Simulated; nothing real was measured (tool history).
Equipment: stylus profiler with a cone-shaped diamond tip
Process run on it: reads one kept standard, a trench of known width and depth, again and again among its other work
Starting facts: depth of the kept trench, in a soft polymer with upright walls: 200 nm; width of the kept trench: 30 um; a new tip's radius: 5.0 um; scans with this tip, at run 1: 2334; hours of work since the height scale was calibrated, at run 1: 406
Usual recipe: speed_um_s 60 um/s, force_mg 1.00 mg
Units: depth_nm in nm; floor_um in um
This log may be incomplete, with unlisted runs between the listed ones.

run      day  speed_um_s  force_mg  scans with this tip  hours of work since the height scale was calibrated  depth_nm  floor_um
  1    0.000          60      1.00                 2334                                                  406    200.93     26.22
  2    1.942          60      0.62                 2517                                                  437    200.73     26.08
  3    4.812          60      0.62                 2788                                                  485    200.70     25.96
  4    6.692          24      1.00                 2966                                                  515    200.95     26.36
  5    8.921          24      1.00                 3176                                                  552    200.93     26.32
  6   12.429          60      1.00                 3507                                                  609    200.94     25.96
  7   14.371          60      0.94                 3690                                                  641    200.96     25.92
  8   17.533          60      0.94                 3989                                                  693    201.03     25.89
  9   20.579          60      0.94                 4276                                                  743    201.00     25.84
 10   22.429          60      1.61                 4451                                                  774    201.45     25.88
 11   25.525          60      1.61                 4743                                                  824    201.50     25.82
 12   27.546          60      1.11                 4934                                                  857    201.24     25.74
 13   31.196          60      1.11                 5278                                                  917    201.24     25.68
 14   35.658          60      1.11                 5700                                                  991    201.10     25.60
 15   37.521          60      1.11                 5876                                                 1021    201.11     25.61
 16   41.829          60      1.11                 6282                                                 1092    201.23     25.51
 17   43.775          60      0.39                 6466                                                 1124    200.75     25.14
 18   48.150          60      0.39                 6879                                                 1195    200.81     25.10
 19   50.567          60      2.77                 7107                                                 1235    202.23     25.50
 20   53.688          60      2.77                 7401                                                 1286    202.04     25.47
 21   56.208          60      1.00                 7639                                                 1328    201.24     25.32
 22   60.188          60      1.00                 8015                                                 1393    201.27     25.22
 23   64.433          23      1.00                 8415                                                 1463    201.29     25.41
 24   67.171          24      1.71                 8674                                                 1507    201.65     25.49
 25   70.542          24      1.71                 8992                                                 1563    201.70     25.39
 26   74.317          76      1.04                 9348                                                 1625    201.34     24.93
 27   77.883         121      0.99                 9685                                                 1683    201.42     24.50
 28   79.725         121      0.99                 9859                                                 1713    201.41     24.45
 29   81.621         121      0.99                10038                                                 1745    201.35     24.51
 30   84.079         121      0.99                10270                                                 1785    201.36     24.45
 31   85.971          37      1.38                10448                                                 1816    201.66     25.08
 32   88.592          33      1.28                10695                                                 1859    201.48     25.06
 33   93.158          33      1.28                11127                                                 1934    201.72     25.01
      94.458  -- height scale calibrated on a step standard
 34   96.479          33      1.28                11438                                                   33    201.06     24.89
      97.571  -- new tip fitted, height scale calibrated
 35  100.950          28      0.55                  319                                                   55    200.57     26.91
 36  105.225          28      0.55                  723                                                  126    200.60     26.81
 37  108.529          28      0.55                 1034                                                  180    200.52     26.72
 38  111.133          28      0.55                 1280                                                  222    200.62     26.68

Measured minus without-hidden-state, run by run (identical run-to-run variation in each term; gauge scatter may differ):
Hidden state at play: radius of the tip, um; height scale over the true one, %; drift of the gauge itself on depth_nm, %; drift of the gauge itself on floor_um, %.
run  depth_nm  floor_um
  1     +0.06     -0.55
  2     +0.06     -0.59
  3     +0.08     -0.63
  4     +0.09     -0.68
  5     +0.10     -0.72
  6     +0.12     -0.78
  7     +0.13     -0.82
  8     +0.15     -0.87
  9     +0.16     -0.92
 10     +0.17     -0.95
 11     +0.19     -1.00
 12     +0.20     -1.03
 13     +0.22     -1.10
 14     +0.24     -1.18
 15     +0.25     -1.20
 16     +0.27     -1.27
 17     +0.28     -1.30
 18     +0.30     -1.36
 19     +0.31     -1.40
 20     +0.34     -1.44
 21     +0.34     -1.48
 22     +0.37     -1.53
 23     +0.39     -1.60
 24     +0.40     -1.63
 25     +0.42     -1.68
 26     +0.44     -1.73
 27     +0.46     -1.78
 28     +0.47     -1.80
 29     +0.48     -1.82
 30     +0.49     -1.86
 31     +0.51     -1.89
 32     +0.51     -1.92
 33     +0.55     -1.99
 34     +0.02     -2.03
 35     -0.06     -0.04
 36     -0.03     -0.13
 37     -0.01     -0.21
 38     +0.01     -0.26
